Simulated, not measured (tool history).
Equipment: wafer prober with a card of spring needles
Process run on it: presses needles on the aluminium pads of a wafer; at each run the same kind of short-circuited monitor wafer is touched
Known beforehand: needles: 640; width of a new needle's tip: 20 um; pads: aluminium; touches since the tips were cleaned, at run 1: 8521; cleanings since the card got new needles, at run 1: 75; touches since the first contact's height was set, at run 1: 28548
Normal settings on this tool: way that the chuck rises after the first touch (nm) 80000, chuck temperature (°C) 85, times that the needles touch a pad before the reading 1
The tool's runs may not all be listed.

run	hour	way that the chuck rises after the first touch (nm)	chuck temperature (°C)	times that the needles touch a pad before the reading	touches since the tips were cleaned	cleanings since the card got new needles	touches since the first contact's height was set	resistance of one needle with its contact and lead (mohm)	way that a needle slides on the pad (nm)
1	0.0	80000	85	1	8521	75	28548	230	13616
# hour 3.9: tips cleaned on abrasive film
# hour 21.1: tips cleaned on abrasive film
2	28.5	80000	85	1	4225	77	44600	231	13619
# hour 37.1: tips cleaned on abrasive film
3	51.8	80000	85	2	8340	78	57747	230	13624
# hour 55.5: tips cleaned on abrasive film
# hour 71.7: tips cleaned on abrasive film
4	71.7	80000	85	2	0	80	68881	230	13621
# hour 90.6: tips cleaned on abrasive film
5	92.1	90000	85	1	853	81	80368	226	15327
# hour 110.1: tips cleaned on abrasive film
6	117.4	80000	31	1	4150	82	94673	217	13614
# hour 127.3: tips cleaned on abrasive film
# hour 145.1: tips cleaned on abrasive film
# hour 150.8: height of the first contact set anew
7	152.9	72000	42	3	4230	84	1165	220	12230
# hour 161.9: tips cleaned on abrasive film
8	176.3	72000	42	3	8120	85	14342	220	12241
# hour 178.9: tips cleaned on abrasive film
# hour 196.1: tips cleaned on abrasive film
# hour 212.6: tips cleaned on abrasive film
9	217.7	72000	42	3	2847	88	37629	218	12245
# hour 230.3: tips cleaned on abrasive film
10	238.6	70000	44	3	4716	89	49436	223	11907

Run 11 is up next; what results do you expect?
# hour 248.5: tips cleaned on abrasive film
# hour 265.3: tips cleaned on abrasive film
11	266.4	76000	40	1	620	91	65085	?	?

{"run 11": {"resistance of one needle with its contact and lead (mohm)": 221, "way that a needle slides on the pad (nm)": 12934}}
Take away the tool's hidden state, keep the run-to-run variation as it was, and the same run would have given resistance of one needle with its contact and lead (mohm) 220, way that a needle slides on the pad (nm) 12961.
